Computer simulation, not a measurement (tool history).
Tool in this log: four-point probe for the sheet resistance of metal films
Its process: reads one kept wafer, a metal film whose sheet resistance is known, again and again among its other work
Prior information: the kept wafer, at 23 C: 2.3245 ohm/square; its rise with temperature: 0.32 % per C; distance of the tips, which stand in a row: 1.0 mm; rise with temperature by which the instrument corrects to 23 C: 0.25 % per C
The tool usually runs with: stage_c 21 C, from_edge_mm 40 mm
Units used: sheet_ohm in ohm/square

run,day,stage_c,from_edge_mm,sheet_ohm
1,0.000,21,40,2.317912
2,4.838,21,40,2.317687
3,9.354,21,40,2.317121
4,14.046,21,40,2.317760
5,19.079,21,40,2.317478
6,22.017,21,40,2.316735
7,24.692,21,40,2.316841
8,27.758,21,40,2.315911
9,32.100,21,40,2.315868
10,34.650,21,40,2.316376
# day 34.925: stage's thermometer calibrated
11,40.429,21,40,2.314117
12,43.833,29,5,2.374700
# day 44.779: stage's thermometer calibrated, once more
13,47.750,29,5,2.377338
14,50.788,28,64,2.325615
15,55.562,28,64,2.325627
16,60.338,24,9,2.334611
17,63.750,24,9,2.334126
18,66.662,28,31,2.326500
19,72.650,28,31,2.325849
20,78.654,18,6,2.342553
21,83.100,18,6,2.342388
22,86.825,18,8,2.326144

For each run, the measured value with the value that run would have given without the tool's hidden condition subtracted. The run-to-run variation is shared by both, the gauge scatter possibly not:
Hidden state at play: inner tips' distance over the nominal, %; tips' flats over new ones', %; wafer's true temperature over the reading, C; drift of the gauge itself on sheet_ohm, %.
run,sheet_ohm
1,-0.004373
2,-0.004687
3,-0.004997
4,-0.005321
5,-0.005701
6,-0.005914
7,-0.006099
8,-0.006309
9,-0.006614
10,-0.006785
11,-0.007957
12,-0.008352
13,-0.006115
14,-0.006194
15,-0.006528
16,-0.006887
17,-0.007123
18,-0.007303
19,-0.007741
20,-0.008232
21,-0.008573
22,-0.008779
